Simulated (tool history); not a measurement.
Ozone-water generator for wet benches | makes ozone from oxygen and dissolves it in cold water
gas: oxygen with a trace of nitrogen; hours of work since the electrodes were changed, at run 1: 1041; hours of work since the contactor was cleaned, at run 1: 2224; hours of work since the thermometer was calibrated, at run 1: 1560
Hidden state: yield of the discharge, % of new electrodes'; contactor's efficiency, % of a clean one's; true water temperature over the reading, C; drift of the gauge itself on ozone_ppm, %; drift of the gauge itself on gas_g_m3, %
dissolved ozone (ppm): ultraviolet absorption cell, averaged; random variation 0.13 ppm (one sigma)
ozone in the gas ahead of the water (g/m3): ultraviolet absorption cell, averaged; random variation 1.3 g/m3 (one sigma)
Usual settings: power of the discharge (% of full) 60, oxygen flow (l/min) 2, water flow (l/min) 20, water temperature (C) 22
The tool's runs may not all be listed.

run	hour	power of the discharge (% of full)	oxygen flow (l/min)	water flow (l/min)	water temperature (C)	hours of work since the electrodes were changed	hours of work since the contactor was cleaned	hours of work since the thermometer was calibrated	dissolved ozone (ppm)	ozone in the gas ahead of the water (g/m3)
1	0	60	2	20	22	1041	2224	1560	15	244.4
2	22.2	60	2	20	22	1062	2245	1581	14.9	242.4
3	49.9	60	2	20	22	1088	2271	1607	14.7	246.3
4	66.1	60	2	24	22	1104	2286	1622	12.7	245.9
5	81.2	60	2	24	22	1118	2301	1637	12.8	242.5
6	109.3	60	2	24	22	1145	2328	1664	12.7	246.8
7	126.2	60	2	24	22	1161	2344	1680	12.6	244.1
8	154.8	60	2	24	22	1188	2371	1707	12.6	245.6
9	169.5	60	2	24	22	1202	2385	1721	12.7	244.8
10	182.4	60	2	24	22	1214	2397	1733	12.5	244.8
11	207	60	1.43	24	22	1238	2421	1756	11.1	280
12	236.9	60	1.43	24	22	1266	2449	1785	10.9	281.3
13	264.1	60	1.43	24	22	1292	2475	1811	11.2	283.2
14	286	60	1.43	24	22	1313	2496	1832	11.2	283.2
15	310.4	78	1.43	24	22	1336	2519	1855	13.6	355.1
16	330.6	78	1.43	24	22	1355	2538	1874	13.9	357.2
17	345.6	78	1.43	24	22	1370	2552	1888	13.8	357.9
18	372.7	78	1.43	24	22	1395	2578	1914	14.1	356
19	387.1	78	1.43	24	22	1409	2592	1928	14.1	357.3
20	399.7	78	1.43	24	22	1421	2604	1940	14.3	356.7
21	425.1	60	2.76	20	18	1445	2628	1964	16.7	215.3
22	446.2	60	2.76	20	18	1465	2648	1984	17.1	217.5
23	462.6	60	2.76	20	18	1481	2664	2000	17.1	217
24	489.9	60	2.51	22	18	1507	2690	2026	15.3	226.9
25	504.1	60	2.51	22	18	1520	2703	2039	15.2	225.2
26	523	84	1.95	20	17	1538	2721	2057	20.4	335.8
27	550.3	57	2.05	17	22	1564	2747	2083	16.3	235.6
28	563.1	81	2	20	22	1576	2759	2095	19.1	323.6
29	592.8	81	2	20	22	1605	2788	2123	19.5	323.1
30	614.2	81	2	20	22	1625	2808	2144	19.3	325.1
31	638.6	81	2	20	22	1648	2831	2167	19.2	322.4
32	656.9	81	2	20	22	1666	2849	2184	19.7	323.3
33	679.2	72	1.59	20	22	1687	2870	2206	16	321.9

4 ways to go on from here, each from the tool as it stands after run 33. What would each give?
A	705	52	1.03	29	22	1712	2894	2230	?	?
B	705	60	2	27	22	1712	2894	2230	?	?
C	705	75	2	15	26	1712	2894	2230	?	?
D	705	41	2.23	20	22	1712	2894	2230	?	?

run	dissolved ozone (ppm)	ozone in the gas ahead of the water (g/m3)
A	7.1	290.5
B	11.2	249.9
C	22.1	302.8
D	11.1	170
Without the tool's hidden state the same runs would have given:
run	dissolved ozone (ppm)	ozone in the gas ahead of the water (g/m3)
A	7.1	283.8
B	11.2	244.2
C	22.1	295.9
D	11.1	166.1
